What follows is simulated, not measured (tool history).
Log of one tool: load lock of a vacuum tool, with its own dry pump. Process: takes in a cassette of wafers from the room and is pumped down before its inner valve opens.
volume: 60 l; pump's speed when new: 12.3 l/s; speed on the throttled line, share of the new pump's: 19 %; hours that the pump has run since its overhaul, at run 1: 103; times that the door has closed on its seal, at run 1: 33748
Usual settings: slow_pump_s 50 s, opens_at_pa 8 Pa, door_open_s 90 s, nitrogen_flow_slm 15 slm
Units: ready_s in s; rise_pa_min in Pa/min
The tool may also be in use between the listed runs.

run,hour,slow_pump_s,opens_at_pa,door_open_s,nitrogen_flow_slm,hours that the pump has run since its overhaul,times that the door has closed on its seal,"incoming humidity of the room's air, %",ready_s,rise_pa_min
1,0.0,50,8,90,15,103,33748,45.5,87.3,0.040
2,464.2,50,8,90,15,567,35384,44.5,86.3,0.046
3,872.3,50,8,90,15,975,36822,44.6,87.2,0.040
4,1096.4,50,8,90,15,1199,37611,44.5,86.4,0.043
5,1408.5,50,8,90,4,1511,38711,41.0,87.1,0.051
6,1842.1,72,8,90,15,1945,40239,45.8,105.3,0.046
7,2069.4,50,8,44,15,2172,41040,46.8,87.1,0.031
8,2402.0,50,8,44,15,2505,42212,46.6,85.7,0.034
9,2825.7,50,8,90,15,2928,43705,44.8,85.8,0.044
10,3297.6,50,8,90,15,3400,45367,43.0,86.5,0.039
11,3543.5,63,8,90,15,3646,46234,42.8,98.1,0.044
12,3936.5,50,8,90,15,4039,47619,46.5,87.0,0.047
13,4335.9,50,8,30,15,4438,49026,44.4,86.5,0.032
# hour 4372.0: door's seal changed, seat wiped
14,4743.2,50,8,90,15,4844,1308,45.8,87.2,0.043
15,4947.6,50,8,90,15,5049,2028,44.5,88.4,0.042
16,5386.8,28,8,161,7,5488,3575,47.8,69.4,0.065
17,5789.3,28,8,161,7,5890,4994,43.9,69.2,0.061
18,6079.8,28,8,161,7,6181,6017,46.6,69.6,0.070
19,6370.2,61,11,130,18,6471,7040,43.9,93.1,0.049
20,6632.9,42,14,90,21,6734,7966,44.8,77.5,0.036
21,6993.1,81,15,69,34,7094,9235,43.5,109.9,0.028
22,7427.4,70,10,76,7,7528,10766,43.3,101.2,0.048
23,7862.0,36,14,76,7,7963,12297,45.0,73.0,0.045
24,8157.2,67,7,67,8,8258,13337,45.0,101.4,0.045
25,8400.1,67,14,139,23,8501,14193,47.2,97.5,0.047
26,8605.1,80,9,28,4,8706,14915,43.8,111.8,0.033
27,8968.9,80,9,29,7,9070,16197,46.0,110.9,0.027
28,9247.8,80,10,29,9,9349,17180,43.3,109.7,0.034
29,9640.4,80,10,29,9,9741,18563,46.4,109.9,0.034

Forecast each of these 3 alternatives for the next run:
A,9863.4,50,7,34,5,9964,19349,46.5,?,?
B,9863.4,38,8,45,15,9964,19349,46.3,?,?
C,9863.4,57,10,29,12,9964,19349,42.9,?,?

run,ready_s,rise_pa_min
A,88.0,0.038
B,77.2,0.033
C,92.0,0.022
Without the tool's hidden state the same runs would have given:
run,ready_s,rise_pa_min
A,88.0,0.037
B,77.2,0.032
C,92.0,0.021
